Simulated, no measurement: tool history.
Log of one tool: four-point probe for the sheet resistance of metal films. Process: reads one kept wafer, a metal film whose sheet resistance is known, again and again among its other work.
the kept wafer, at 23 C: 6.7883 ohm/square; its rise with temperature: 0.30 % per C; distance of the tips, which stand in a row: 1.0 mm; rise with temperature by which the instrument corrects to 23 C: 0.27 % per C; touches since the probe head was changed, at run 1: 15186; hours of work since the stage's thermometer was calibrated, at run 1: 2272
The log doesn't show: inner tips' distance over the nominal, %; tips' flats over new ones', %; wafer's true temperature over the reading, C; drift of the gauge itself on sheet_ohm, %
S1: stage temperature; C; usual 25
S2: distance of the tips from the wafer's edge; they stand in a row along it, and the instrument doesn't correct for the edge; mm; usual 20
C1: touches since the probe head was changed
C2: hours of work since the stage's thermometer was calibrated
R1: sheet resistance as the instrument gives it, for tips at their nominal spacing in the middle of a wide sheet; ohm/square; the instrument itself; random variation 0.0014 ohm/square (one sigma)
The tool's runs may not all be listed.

run	hour	S1	S2	C1	C2	R1
1	0.0	25	20	15186	2272	6.803136
2	28.5	25	20	15942	2295	6.803955
3	42.3	25	20	16309	2306	6.802208
4	55.3	25	20	16654	2316	6.803534
5	75.3	25	20	17187	2332	6.805708
6	102.2	25	20	17900	2353	6.802399
7	131.2	25	20	18672	2376	6.801522
8	158.4	20	20	19392	2397	6.791431
9	176.0	20	20	19860	2411	6.790362
10	198.7	20	20	20463	2429	6.790589
11	223.7	20	7	21127	2449	6.854857
12	242.3	26	7	21622	2463	6.870476
# hour 251.3: stage's thermometer calibrated
13	265.4	26	7	22221	11	6.870241
14	279.9	21	20	22608	23	6.794757
15	296.5	21	20	23047	36	6.792300
16	309.0	25	20	23379	45	6.804975
17	338.1	25	20	24152	68	6.801148
18	363.2	25	65	24820	88	6.794268
19	390.9	25	20	25554	110	6.803877
20	406.1	25	20	25959	122	6.804122
21	421.4	28	20	26366	134	6.810994
22	434.4	25	20	26710	144	6.802903
23	447.0	19	4	27045	154	7.001021
24	465.4	23	31	27535	169	6.795687
25	495.2	24	8	28324	192	6.849628
26	514.5	24	8	28838	207	6.848902

Run 27 comes next. What will it give?
27	531.4	26	37	29286	221	?

R1: 6.795873 ohm/square
Without the tool's hidden state the same run would have given R1 6.794775 ohm/square.

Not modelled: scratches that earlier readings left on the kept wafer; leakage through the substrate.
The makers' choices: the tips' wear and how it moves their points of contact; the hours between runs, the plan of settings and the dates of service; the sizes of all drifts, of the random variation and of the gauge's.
